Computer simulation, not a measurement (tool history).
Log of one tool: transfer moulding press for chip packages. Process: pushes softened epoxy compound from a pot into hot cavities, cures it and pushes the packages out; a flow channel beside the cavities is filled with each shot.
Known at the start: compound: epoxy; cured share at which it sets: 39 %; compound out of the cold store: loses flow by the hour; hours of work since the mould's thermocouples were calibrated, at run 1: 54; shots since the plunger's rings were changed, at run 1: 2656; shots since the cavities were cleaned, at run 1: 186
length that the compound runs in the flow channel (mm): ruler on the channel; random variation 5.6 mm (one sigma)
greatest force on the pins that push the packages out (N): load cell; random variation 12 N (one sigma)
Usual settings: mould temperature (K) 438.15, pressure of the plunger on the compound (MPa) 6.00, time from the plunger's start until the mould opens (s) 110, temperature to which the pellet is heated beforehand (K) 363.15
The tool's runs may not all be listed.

run	day	mould temperature (K)	pressure of the plunger on the compound (MPa)	time from the plunger's start until the mould opens (s)	temperature to which the pellet is heated beforehand (K)	hours of work since the mould's thermocouples were calibrated	shots since the plunger's rings were changed	shots since the cavities were cleaned	incoming compound's hours out of the cold store	length that the compound runs in the flow channel (mm)	greatest force on the pins that push the packages out (N)
1	0.000	438.15	6.00	110	363.15	54	2656	186	17.7	807	538
2	0.367	438.15	6.00	110	363.15	58	2731	261	31.8	749	529
3	1.004	438.15	6.00	110	363.15	66	2860	390	11.2	829	578
4	1.383	438.15	6.00	110	363.15	70	2937	467	36.6	734	532
5	1.675	438.15	6.00	110	363.15	74	2997	527	38.6	711	568
6	2.279	438.15	5.37	110	363.15	81	3119	649	28.4	707	551
7	2.692	438.15	5.37	110	363.15	85	3203	733	10.0	777	579
# day 2.908: cavities cleaned with cleaning compound and waxed
8	3.367	438.15	5.37	110	363.15	93	3327	93	14.6	757	577
9	3.958	438.15	6.00	110	369.15	100	3448	214	47.8	691	499
10	4.600	438.15	6.00	110	369.15	107	3577	343	15.1	796	523
11	4.917	438.15	6.00	110	369.15	111	3642	408	21.3	779	549
12	5.300	438.15	6.00	110	363.15	115	3720	486	24.4	778	554
13	5.654	433.15	6.00	110	363.15	119	3792	558	41.0	731	742
14	6.208	438.15	6.00	110	367.15	126	3904	670	38.5	711	528
15	6.612	436.15	5.58	94	367.15	131	3986	752	45.2	691	775
# day 6.767: cavities cleaned with cleaning compound and waxed
16	7.238	436.15	5.46	94	367.15	137	4100	95	17.1	766	899
17	7.658	438.15	6.00	110	365.15	142	4186	181	45.9	695	527
18	8.288	438.15	7.37	110	364.15	149	4314	309	32.0	824	548
19	8.988	438.15	7.37	110	364.15	158	4456	451	35.5	816	545
20	9.279	438.15	6.60	110	356.15	161	4515	510	29.1	796	551
# day 9.571: plunger's sealing rings changed
21	9.862	438.15	6.60	110	356.15	167	59	607	20.7	815	565
22	10.275	440.15	6.00	91	363.15	172	143	691	36.2	715	647
# day 10.700: cavities cleaned with cleaning compound and waxed
23	10.971	440.15	5.59	103	363.15	179	272	55	15.5	765	561
24	11.500	430.15	5.68	91	355.15	185	379	162	36.2	736	1501
25	11.842	430.15	5.68	91	355.15	189	448	231	13.8	829	1614
26	12.250	439.15	6.00	131	363.15	194	532	315	16.4	799	449
27	12.892	439.15	7.48	123	363.15	201	661	444	8.4	922	465
28	13.467	439.15	7.48	121	370.15	208	779	562	14.2	879	471

Forecast each of these 4 alternatives for the next run:
A	13.942	438.15	6.00	99	368.15	214	875	658	34.1	?	?
B	13.942	439.15	5.98	128	370.15	214	875	658	44.1	?	?
C	13.942	445.15	6.00	110	363.15	214	875	658	38.0	?	?
D	13.942	436.15	7.24	110	358.15	214	875	658	21.2	?	?

run	length that the compound runs in the flow channel (mm)	greatest force on the pins that push the packages out (N)
A	736	649
B	686	440
C	699	446
D	865	613
Without the tool's hidden state the same runs would have given:
run	length that the compound runs in the flow channel (mm)	greatest force on the pins that push the packages out (N)
A	736	643
B	686	436
C	699	441
D	865	608
